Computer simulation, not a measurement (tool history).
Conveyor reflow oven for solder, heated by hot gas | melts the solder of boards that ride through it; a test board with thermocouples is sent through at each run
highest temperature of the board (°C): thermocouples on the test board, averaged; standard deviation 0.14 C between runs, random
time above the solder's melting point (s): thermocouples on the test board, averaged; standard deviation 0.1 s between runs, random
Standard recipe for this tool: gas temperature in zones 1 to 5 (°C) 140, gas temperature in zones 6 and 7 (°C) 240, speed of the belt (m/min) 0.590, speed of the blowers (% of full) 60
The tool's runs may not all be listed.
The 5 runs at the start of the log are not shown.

run	hour	gas temperature in zones 1 to 5 (°C)	gas temperature in zones 6 and 7 (°C)	speed of the belt (m/min)	speed of the blowers (% of full)	hours of work since the flux was cleaned out	hours of work since the belt drive was overhauled	hours of work since the thermocouples were changed	highest temperature of the board (°C)	time above the solder's melting point (s)
6	117.5	140	240	0.590	74	45	708	586	225.2	68.7
7	145.7	131	240	0.590	60	60	723	601	220.2	61.5
8	168.8	131	240	0.590	60	73	735	614	220.6	61.5
# hour 176.6: flux residue cleaned out of gas plates and filters, once more
9	185.3	131	240	0.590	60	5	742	620	224.5	65.2
10	198.2	131	240	0.590	60	12	748	627	224.8	65.2
11	218.2	131	240	0.590	60	22	759	638	224.4	65.2
12	242.0	140	240	0.590	60	35	772	650	225.7	69.3
13	260.1	140	240	0.590	60	45	782	660	225.9	69.4
# hour 280.2: belt drive overhauled, speed set with a stopwatch
14	292.1	154	240	0.590	60	60	6	675	227.7	75.1
15	306.7	140	240	0.566	60	68	14	683	226.9	71.9
16	319.6	140	240	0.566	60	75	21	690	226.4	71.9
17	335.3	140	240	0.566	60	83	30	698	226.5	71.9
18	349.2	140	240	0.566	60	91	37	706	226.7	71.9
19	362.0	140	240	0.566	60	97	44	713	226.5	71.6
20	389.4	154	240	0.566	74	112	59	727	231.3	80.2
21	408.1	147	250	0.476	72	122	69	737	243.6	98.4
22	425.7	141	241	0.490	81	132	78	747	235.0	89.8
23	452.7	140	247	0.656	60	146	93	761	227.5	62.1
24	471.0	140	247	0.656	60	156	103	771	227.4	62.1
25	496.9	140	247	0.656	60	170	116	785	227.4	62.0
26	517.9	146	242	0.627	60	181	128	796	225.6	66.2

Run 27 is up next; what results do you expect?
27	530.6	138	242	0.627	64	188	135	803	?	?

{"run 27": {"highest temperature of the board (°C)": 225.7, "time above the solder's melting point (s)": 63.2}}
With the hidden condition absent and the run-to-run variation left alone, this run would have shown highest temperature of the board (°C) 225.9, time above the solder's melting point (s) 63.3.

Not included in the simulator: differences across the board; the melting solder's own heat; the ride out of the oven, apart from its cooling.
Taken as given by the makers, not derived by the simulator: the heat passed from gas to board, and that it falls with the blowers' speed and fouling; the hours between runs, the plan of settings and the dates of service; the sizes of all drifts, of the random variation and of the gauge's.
